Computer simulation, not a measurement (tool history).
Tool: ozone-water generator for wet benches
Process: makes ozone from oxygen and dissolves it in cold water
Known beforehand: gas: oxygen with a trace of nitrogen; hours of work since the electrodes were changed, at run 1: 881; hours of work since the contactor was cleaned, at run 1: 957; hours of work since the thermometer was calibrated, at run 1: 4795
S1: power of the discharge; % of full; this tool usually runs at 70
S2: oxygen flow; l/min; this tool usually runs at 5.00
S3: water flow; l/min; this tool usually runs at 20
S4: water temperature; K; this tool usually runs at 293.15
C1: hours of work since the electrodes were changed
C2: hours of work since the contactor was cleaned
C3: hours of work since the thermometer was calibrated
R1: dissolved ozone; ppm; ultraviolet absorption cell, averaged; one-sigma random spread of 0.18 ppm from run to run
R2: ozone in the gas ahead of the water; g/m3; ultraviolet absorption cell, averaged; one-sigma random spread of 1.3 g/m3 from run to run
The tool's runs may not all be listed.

run 1 hour=0.0 | S1=70 S2=5.00 S3=20 S4=293.15 | C1=881 C2=957 C3=4795 | R1=25.3 R2=239.5
run 2 hour=33.9 | S1=70 S2=5.00 S3=13 S4=293.15 | C1=910 C2=987 C3=4824 | R1=33.7 R2=238.3
run 3 hour=83.4 | S1=70 S2=5.00 S3=13 S4=293.15 | C1=953 C2=1030 C3=4867 | R1=34.1 R2=238.3
run 4 hour=118.0 | S1=70 S2=5.00 S3=13 S4=293.15 | C1=983 C2=1060 C3=4897 | R1=33.6 R2=239.7
run 5 hour=174.7 | S1=46 S2=5.00 S3=20 S4=293.15 | C1=1033 C2=1109 C3=4947 | R1=20.2 R2=193.3
run 6 hour=204.7 | S1=46 S2=5.00 S3=20 S4=293.15 | C1=1059 C2=1135 C3=4973 | R1=20.4 R2=193.9
-- hour=245.7 water thermometer calibrated
run 7 hour=247.4 | S1=46 S2=5.00 S3=20 S4=293.15 | C1=1095 C2=1172 C3=1 | R1=20.3 R2=191.3
run 8 hour=278.7 | S1=70 S2=3.41 S3=20 S4=293.15 | C1=1123 C2=1199 C3=29 | R1=23.2 R2=274.3
run 9 hour=323.8 | S1=70 S2=3.41 S3=20 S4=293.15 | C1=1162 C2=1238 C3=68 | R1=22.8 R2=270.0
run 10 hour=360.3 | S1=71 S2=5.00 S3=15 S4=293.15 | C1=1193 C2=1270 C3=100 | R1=31.3 R2=238.7
run 11 hour=400.2 | S1=71 S2=5.00 S3=15 S4=293.15 | C1=1228 C2=1305 C3=134 | R1=30.9 R2=241.0
run 12 hour=434.2 | S1=70 S2=5.15 S3=21 S4=293.15 | C1=1258 C2=1334 C3=164 | R1=24.5 R2=236.0

Expected results for the next run?
run 13 hour=484.1 | S1=70 S2=5.00 S3=20 S4=293.15 | C1=1301 C2=1378 C3=207 | R1=? R2=?

{"run 13": {"R1": 25.1, "R2": 235.5}}
With the hidden condition absent and the run-to-run variation left alone, this run would have shown R1 25.7 ppm, R2 237.3 g/m3.
